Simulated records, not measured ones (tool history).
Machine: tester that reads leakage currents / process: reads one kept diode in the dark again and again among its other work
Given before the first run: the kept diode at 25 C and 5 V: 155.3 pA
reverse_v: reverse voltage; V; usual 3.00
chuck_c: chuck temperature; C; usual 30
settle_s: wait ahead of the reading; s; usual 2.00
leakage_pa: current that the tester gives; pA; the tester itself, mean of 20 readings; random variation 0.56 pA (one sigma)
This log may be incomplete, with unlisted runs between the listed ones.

| run | hour | reverse_v | chuck_c | settle_s | leakage_pa |
|---|---|---|---|---|---|
| 1 | 0.0 | 3.00 | 30 | 2.00 | 185.83 |
| 2 | 76.7 | 3.00 | 30 | 2.00 | 184.23 |
| 3 | 169.6 | 3.00 | 30 | 2.00 | 185.01 |
| 4 | 222.2 | 3.00 | 30 | 0.32 | 187.82 |
| 5 | 275.8 | 3.00 | 30 | 0.32 | 186.61 |
| 6 | 374.8 | 3.00 | 30 | 0.32 | 187.72 |
| 7 | 436.5 | 3.00 | 30 | 2.00 | 186.41 |
| 8 | 499.2 | 1.50 | 30 | 2.00 | 124.69 |
| 9 | 578.1 | 3.00 | 35 | 1.69 | 291.51 |
| 10 | 623.1 | 3.00 | 35 | 0.94 | 291.38 |
| 11 | 670.5 | 19.12 | 35 | 2.00 | 835.39 |
| 12 | 767.5 | 19.12 | 35 | 2.00 | 839.13 |
| 13 | 854.3 | 2.71 | 31 | 2.99 | 190.61 |
| 14 | 896.3 | 2.71 | 31 | 2.99 | 191.96 |
| 15 | 995.4 | 1.40 | 30 | 0.45 | 120.42 |

Below are 4 alternative next runs, each starting from the tool's condition after run 15. Predict each:
| A | 1038.0 | 2.92 | 30 | 4.46 | ? |
| B | 1038.0 | 10.61 | 37 | 0.66 | ? |
| C | 1038.0 | 9.63 | 49 | 2.31 | ? |
| D | 1038.0 | 3.00 | 30 | 5.59 | ? |

| run | leakage_pa |
|---|---|
| A | 182.84 |
| B | 713.84 |
| C | 1858.58 |
| D | 185.22 |
Had the tool no hidden state, the same runs would have come out as:
| run | leakage_pa |
|---|---|
| A | 182.92 |
| B | 714.14 |
| C | 1859.47 |
| D | 185.30 |
